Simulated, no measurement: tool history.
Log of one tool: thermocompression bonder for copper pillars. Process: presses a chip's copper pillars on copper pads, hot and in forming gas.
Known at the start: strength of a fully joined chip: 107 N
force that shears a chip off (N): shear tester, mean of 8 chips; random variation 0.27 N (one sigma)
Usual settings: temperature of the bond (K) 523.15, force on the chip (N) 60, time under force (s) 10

run,hour,temperature of the bond (K),force on the chip (N),time under force (s),force that shears a chip off (N)
1,0,523.15,60,10,41.3
2,17.3,523.15,60,10,40.7
3,37,523.15,60,10,40.8
4,62,523.15,60,10,40.4
5,73.3,523.15,60,10,40.1
6,89.8,523.15,60,10,40.6
7,106.1,499.15,60,10,28.2
8,120.5,523.15,52,10,33.4
9,135.9,523.15,52,10,33.6
10,150.9,523.15,52,10,33.7
11,170.2,523.15,52,10,33.5
# hour 179.7: forming gas filter changed
12,194.9,523.15,60,21,55.2
13,211.4,523.15,60,21,55.5
14,228.3,523.15,60,21,54.9
15,238.6,523.15,60,10,41.5
16,255.8,523.15,60,10,41.5
17,266.6,523.15,60,8,37.9
18,286.8,523.15,60,10,41.6
19,299.5,523.15,60,10,41.3
20,315.3,523.15,60,10,40.9
21,338.8,542.15,60,10,51.4
22,362.1,498.15,47,5,14.9
23,378.1,514.15,75,13,50.1
24,399.7,552.15,41,7,32.4
25,421.5,509.15,60,5,24.6
26,433.2,509.15,60,5,24
27,457,509.15,60,5,24.2
28,480.7,509.15,60,5,24.3
# hour 485.1: forming gas filter changed
29,503.3,509.15,60,5,25.3
30,522.4,523.15,39,10,24.7
31,544.3,523.15,71,10,50
32,561.6,509.15,50,12,29.4
33,584.9,498.15,81,25,56.3
34,600.9,498.15,81,25,56.7
35,619.3,494.15,52,6,17.2
36,635.6,533.15,42,22,41.8
37,651.3,533.15,42,22,41.7
38,675.1,551.15,52,10,48
39,691.1,551.15,47,8,39.4

4 ways to go on from here, each from the tool as it stands after run 39. What would each give?
A,703.7,494.15,83,10,?
B,703.7,517.15,75,26,?
C,703.7,523.15,70,21,?
D,703.7,548.15,63,12,?

run,force that shears a chip off (N)
A,37.5
B,63.5
C,59.9
D,58.8
Without the tool's hidden state the same runs would have given:
run,force that shears a chip off (N)
A,41.5
B,68.7
C,64.8
D,63.2
